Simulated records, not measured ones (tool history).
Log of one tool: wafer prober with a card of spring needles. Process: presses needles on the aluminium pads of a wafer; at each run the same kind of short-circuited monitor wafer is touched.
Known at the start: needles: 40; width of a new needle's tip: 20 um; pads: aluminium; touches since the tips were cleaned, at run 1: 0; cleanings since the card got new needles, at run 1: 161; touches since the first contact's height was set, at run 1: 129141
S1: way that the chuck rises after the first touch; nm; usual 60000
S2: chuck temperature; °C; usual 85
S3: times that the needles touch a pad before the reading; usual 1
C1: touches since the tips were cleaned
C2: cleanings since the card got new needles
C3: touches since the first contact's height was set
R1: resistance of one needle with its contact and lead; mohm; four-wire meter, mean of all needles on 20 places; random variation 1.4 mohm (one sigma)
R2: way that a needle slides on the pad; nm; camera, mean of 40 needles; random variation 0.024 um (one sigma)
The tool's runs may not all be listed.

run	day	S1	S2	S3	C1	C2	C3	R1	R2
1	0.000	60000	85	1	0	161	129141	126	10360
# day 0.479: tips cleaned on abrasive film
2	0.762	60000	85	1	4170	162	140293	169	10350
# day 0.958: tips cleaned on abrasive film
# day 1.412: tips cleaned on abrasive film
# day 1.879: tips cleaned on abrasive film
# day 2.358: tips cleaned on abrasive film
3	2.562	60000	85	1	2996	166	166515	165	10260
# day 2.754: tips cleaned on abrasive film
# day 3.200: tips cleaned on abrasive film
# day 3.583: tips cleaned on abrasive film
# day 4.062: tips cleaned on abrasive film
4	4.404	60000	85	1	5018	170	193367	173	10260
# day 4.504: tips cleaned on abrasive film
# day 4.983: tips cleaned on abrasive film
5	5.221	60000	85	1	3540	172	205285	169	10180
# day 5.417: tips cleaned on abrasive film
# day 5.854: tips cleaned on abrasive film
# day 6.292: tips cleaned on abrasive film
6	6.292	60000	85	1	0	175	220857	125	10170
# day 6.762: tips cleaned on abrasive film
# day 7.229: tips cleaned on abrasive film
# day 7.338: height of the first contact set anew
# day 7.721: tips cleaned on abrasive film
7	7.871	60000	93	1	2184	178	7770	161	9910
# day 8.138: tips cleaned on abrasive film
# day 8.604: tips cleaned on abrasive film
# day 9.067: tips cleaned on abrasive film
# day 9.450: tips cleaned on abrasive film
8	9.688	49000	85	1	3446	182	34225	201	7970
# day 9.879: tips cleaned on abrasive film
# day 10.325: tips cleaned on abrasive film
9	10.692	77000	85	1	5402	184	48915	154	12860
# day 10.775: tips cleaned on abrasive film
# day 11.233: tips cleaned on abrasive film
# day 11.621: tips cleaned on abrasive film
# day 11.821: height of the first contact set anew, once more
# day 12.108: tips cleaned on abrasive film
10	12.288	77000	85	1	2627	188	6816	143	13540
# day 12.575: tips cleaned on abrasive film
# day 13.038: tips cleaned on abrasive film
11	13.212	77000	85	1	2592	190	20268	143	13530
# day 13.488: tips cleaned on abrasive film
# day 13.967: tips cleaned on abrasive film
# day 14.438: tips cleaned on abrasive film
12	14.446	77000	85	1	138	193	38231	120	13510
# day 14.825: tips cleaned on abrasive film
# day 15.288: tips cleaned on abrasive film
# day 15.750: tips cleaned on abrasive film
13	15.750	73000	85	1	0	196	57258	122	12690
# day 16.212: tips cleaned on abrasive film
14	16.517	73000	85	1	4479	197	68442	152	12740
# day 16.617: tips cleaned on abrasive film
# day 17.067: tips cleaned on abrasive film
# day 17.450: tips cleaned on abrasive film
# day 17.908: tips cleaned on abrasive film
15	17.908	74000	85	2	0	201	88709	120	12870
# day 18.367: tips cleaned on abrasive film
# day 18.800: tips cleaned on abrasive film
16	19.067	74000	85	2	3899	203	105591	139	12860

Forecast run 17:
# day 19.242: tips cleaned on abrasive film
# day 19.708: tips cleaned on abrasive film
# day 20.183: tips cleaned on abrasive film
# day 20.646: tips cleaned on abrasive film
17	20.908	64000	85	2	3867	207	132451	?	?

Run 17 gave R1 146 mohm, R2 11030 nm.
Without the tool's hidden state the same run would have given R1 116 mohm, R2 11240 nm.
